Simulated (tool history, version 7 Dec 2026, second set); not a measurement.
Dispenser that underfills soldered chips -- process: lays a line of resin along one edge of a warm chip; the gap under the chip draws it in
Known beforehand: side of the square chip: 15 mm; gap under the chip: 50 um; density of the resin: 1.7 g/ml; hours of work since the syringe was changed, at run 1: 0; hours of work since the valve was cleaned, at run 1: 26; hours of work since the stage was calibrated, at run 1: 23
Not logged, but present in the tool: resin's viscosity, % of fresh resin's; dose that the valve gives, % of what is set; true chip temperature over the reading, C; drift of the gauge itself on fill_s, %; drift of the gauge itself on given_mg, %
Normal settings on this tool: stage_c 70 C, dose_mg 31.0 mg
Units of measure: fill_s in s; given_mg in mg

run	hour	stage_c	dose_mg	hours of work since the syringe was changed	hours of work since the valve was cleaned	hours of work since the stage was calibrated	fill_s	given_mg
1	0.0	70	31.0	0	26	23	193.9	30.20
2	4.7	70	31.0	3	29	26	216.9	30.37
3	8.0	70	31.0	5	31	28	232.5	30.37
4	10.2	70	31.0	6	32	29	246.7	30.24
5	14.6	70	31.0	9	35	32	268.0	30.26
# hour 18.4: new syringe of resin
6	19.2	70	31.0	0	38	35	200.0	30.30
7	22.8	80	31.0	3	40	37	129.4	30.24
8	25.2	70	30.9	4	41	39	228.7	29.98
9	28.2	70	30.9	6	43	40	243.4	29.89
10	32.9	70	31.9	9	46	43	266.6	30.98
11	36.1	70	31.9	11	48	45	284.6	30.94
# hour 36.6: new syringe of resin
12	40.8	70	31.9	3	51	48	215.1	30.62
13	44.5	70	31.9	5	53	50	234.1	30.67
14	48.5	70	31.9	7	56	53	251.3	30.62
15	52.7	70	31.0	10	58	56	278.9	29.76
# hour 55.1: new syringe of resin
16	55.3	70	31.0	0	60	57	197.3	29.86
17	57.8	70	31.0	2	62	59	207.6	29.74
18	60.2	70	31.0	3	63	60	217.4	29.59
# hour 64.9: dispensing valve cleaned and set on the balance
19	65.3	65	32.1	6	0	63	305.9	32.09
20	69.9	72	29.4	9	3	66	238.9	29.23
# hour 74.5: new syringe of resin
21	74.9	61	27.8	0	6	69	325.6	27.66
22	77.9	61	27.8	2	8	71	341.9	27.59
23	82.0	61	27.8	5	11	73	379.5	27.70
24	85.6	80	35.6	7	13	75	143.2	35.53
25	88.5	77	28.5	9	15	77	183.6	28.13
26	90.9	58	31.0	10	16	79	531.0	30.63
# hour 92.7: new syringe of resin
27	95.3	69	33.1	2	19	81	210.9	32.63
28	98.5	65	27.7	4	21	83	285.7	27.45
29	101.2	65	27.7	5	23	85	308.2	27.15
30	104.1	69	32.5	7	24	87	253.7	32.06
31	108.4	57	37.2	10	27	90	539.2	36.42
# hour 110.9: new syringe of resin
32	112.9	57	37.2	1	30	92	410.7	36.48
33	116.8	57	37.2	4	32	95	443.7	36.35
34	121.4	67	38.1	7	35	98	276.8	37.27
35	123.9	73	30.9	8	37	99	218.6	30.31

The same runs without the tool's hidden state, with the same run-to-run variation:
run	fill_s	given_mg
1	197.5	30.79
2	199.5	31.02
3	198.8	31.06
4	201.4	30.96
5	198.3	31.03
6	199.8	31.12
7	119.5	31.10
8	200.3	30.87
9	199.8	30.82
10	197.5	32.00
11	196.8	32.00
12	200.0	31.74
13	201.0	31.83
14	197.8	31.83
15	200.1	30.99
16	200.2	31.13
17	199.2	31.03
18	198.0	30.91
19	256.5	32.12
20	180.8	29.31
21	333.7	27.79
22	327.5	27.76
23	332.9	27.91
24	115.8	35.85
25	139.3	28.42
26	383.6	30.98
27	209.9	33.05
28	264.9	27.85
29	269.6	27.57
30	208.4	32.60
31	404.5	37.10
32	410.1	37.22
33	407.1	37.15
34	229.1	38.16
35	170.8	31.07

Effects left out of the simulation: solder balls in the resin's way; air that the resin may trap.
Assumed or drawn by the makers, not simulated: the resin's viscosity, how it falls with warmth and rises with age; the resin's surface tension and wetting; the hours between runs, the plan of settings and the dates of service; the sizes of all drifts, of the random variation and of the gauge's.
